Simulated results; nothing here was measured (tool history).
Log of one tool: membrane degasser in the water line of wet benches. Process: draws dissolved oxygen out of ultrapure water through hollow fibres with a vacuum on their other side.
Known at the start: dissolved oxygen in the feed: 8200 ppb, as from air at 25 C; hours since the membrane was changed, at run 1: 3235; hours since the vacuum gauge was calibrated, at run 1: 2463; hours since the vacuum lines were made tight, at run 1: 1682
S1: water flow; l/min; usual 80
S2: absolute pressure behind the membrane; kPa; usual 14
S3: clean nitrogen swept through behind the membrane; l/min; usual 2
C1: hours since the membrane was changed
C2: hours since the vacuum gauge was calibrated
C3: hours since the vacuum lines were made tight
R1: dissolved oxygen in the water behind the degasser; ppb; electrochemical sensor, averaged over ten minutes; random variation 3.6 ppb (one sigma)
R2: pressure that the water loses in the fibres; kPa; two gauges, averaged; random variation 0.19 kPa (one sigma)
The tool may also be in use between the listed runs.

run,hour,S1,S2,S3,C1,C2,C3,R1,R2
1,0,80,14,2,3235,2463,1682,836,38.7
2,74.4,80,14,2,3309,2537,1756,843.1,38.57
3,169.2,80,14,2,3404,2632,1851,841.7,38.63
4,221.6,80,14,2,3456,2684,1904,845.4,38.68
5,263.6,80,14,1.18,3498,2726,1946,1209.2,38.78
6,317.3,80,14,2,3552,2780,1999,854,38.88
7,365.2,80,14,2,3600,2828,2047,855,38.75
8,443.3,80,14,2,3678,2906,2125,850.2,38.77
9,537.6,80,11.4,2,3773,3000,2220,672.5,39.05
10,579.1,80,11.4,2,3814,3042,2261,670.4,39.27
11,662.5,80,14,1.02,3897,3125,2345,1326.4,38.83
12,719,80,14,1.02,3954,3182,2401,1319.7,38.62
13,780.7,52,8.6,2.97,4016,3244,2463,224.5,25.3
14,871.9,109,11.2,1.98,4107,3335,2554,896.3,53.31
15,929.9,56,14,2,4165,3393,2612,624.8,27.28
16,1024.6,104,8.7,2,4260,3487,2707,640.2,50.69
17,1113.7,126,27.9,1.13,4349,3577,2796,3139.5,61.71
18,1178.3,75,32.3,3.22,4413,3641,2860,1313.3,36.77
19,1219.8,80,25.5,1.43,4455,3683,2902,1925.2,38.69
20,1270.3,80,25.5,1.43,4505,3733,2952,1946.5,38.96
21,1342.2,80,25.5,1.43,4577,3805,3024,1957.4,39.07
22,1426.6,53,27.8,5.13,4661,3889,3109,576.5,25.71
23,1493.5,74,13,1.97,4728,3956,3176,742,36.26

Some steps in R1 between neighbouring runs. How much of each would the tool show without its hidden state too (settings, what came in, random variation), and how much is left for the hidden state, with any gauge scatter that isn't in both results?
The hidden state here: membrane still open, %; true pressure behind the membrane over the reading, kPa; air that leaks in behind the membrane, l/min; drift of the gauge itself on oxygen_ppb, %; drift of the gauge itself on loss_of_pressure_kpa, %.
Run 13 -> 14: S1 52 -> 109, S2 8.6 -> 11.2, S3 2.97 -> 1.98. R1 +671.8 ppb: hidden state +26.2, all else +645.6.
Run 15 -> 16: S1 56 -> 104, S2 14 -> 8.7. R1 +15.4 ppb: hidden state +22.1, all else -6.7.
Run 16 -> 17: S1 104 -> 126, S2 8.7 -> 27.9, S3 2 -> 1.13. R1 +2499.3 ppb: hidden state -4.8, all else +2504.1.
Run 17 -> 18: S1 126 -> 75, S2 27.9 -> 32.3, S3 1.13 -> 3.22. R1 -1826.2 ppb: hidden state -17.1, all else -1809.1.
